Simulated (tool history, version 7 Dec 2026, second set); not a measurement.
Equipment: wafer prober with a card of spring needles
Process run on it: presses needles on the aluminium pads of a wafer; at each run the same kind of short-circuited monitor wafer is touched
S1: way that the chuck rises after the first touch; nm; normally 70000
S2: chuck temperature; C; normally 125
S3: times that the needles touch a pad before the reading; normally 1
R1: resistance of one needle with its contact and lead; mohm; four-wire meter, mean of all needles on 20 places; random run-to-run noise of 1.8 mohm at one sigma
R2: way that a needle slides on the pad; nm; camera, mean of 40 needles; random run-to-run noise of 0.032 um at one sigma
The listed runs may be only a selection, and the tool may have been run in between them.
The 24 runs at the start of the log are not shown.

At day 11.075: tips cleaned on abrasive film.
Run 25, day 11.625: usual settings but S2 88 C. Result: R1 263 mohm, R2 9650 nm.
At day 11.762: tips cleaned on abrasive film.
Run 26, day 11.946: usual settings but S2 88 C. Result: R1 232 mohm, R2 9620 nm.
At day 12.45: tips cleaned on abrasive film.
Run 27, day 12.45: usual settings but S2 88 C. Result: R1 193 mohm, R2 9630 nm.
Run 28, day 13.108: usual settings but S2 88 C. Result: R1 264 mohm, R2 9600 nm.
At day 13.171: tips cleaned on abrasive film.
Run 29, day 13.45: usual settings but S2 88 C. Result: R1 240 mohm, R2 9560 nm.
At day 13.892: tips cleaned on abrasive film.
Run 30, day 13.9: usual settings but S1 50000 nm, S2 39 C, S3 2. Result: R1 196 mohm, R2 6810 nm.
Run 31, day 14.267: usual settings but S1 66000 nm, S2 60 C. Result: R1 263 mohm, R2 8990 nm.
At day 14.596: tips cleaned on abrasive film.
Run 32, day 14.638: usual settings but S1 67000 nm, S2 47 C. Result: R1 198 mohm, R2 9100 nm.
Run 33, day 15.088: usual settings but S1 79000 nm, S2 41 C, S3 2. Result: R1 216 mohm, R2 10840 nm.
At day 15.3: tips cleaned on abrasive film.
Run 34, day 15.738: usual settings but S1 74000 nm, S2 61 C. Result: R1 251 mohm, R2 10100 nm.
At day 16: tips cleaned on abrasive film.
Run 35, day 16.067: usual settings but S2 79 C, S3 2. Result: R1 199 mohm, R2 9510 nm.

Below are 3 alternative next runs, each starting from the tool's condition after run 35. Predict each:
Run A, day 16.367: usual settings but S1 57000 nm, S2 59 C. Result: R1 ?, R2 ?.
Run B, day 16.367: usual settings but S1 54000 nm, S2 55 C, S3 2. Result: R1 ?, R2 ?.
Run C, day 16.367: usual settings but S1 55000 nm, S2 79 C, S3 2. Result: R1 ?, R2 ?.

run   R1    R2
  A  286  7710
  B  253  7250
  C  253  7370
Stripped of hidden state, with their random variation kept, the same runs would have yielded:
run   R1    R2
  A  180  8010
  B  182  7550
  C  186  7670

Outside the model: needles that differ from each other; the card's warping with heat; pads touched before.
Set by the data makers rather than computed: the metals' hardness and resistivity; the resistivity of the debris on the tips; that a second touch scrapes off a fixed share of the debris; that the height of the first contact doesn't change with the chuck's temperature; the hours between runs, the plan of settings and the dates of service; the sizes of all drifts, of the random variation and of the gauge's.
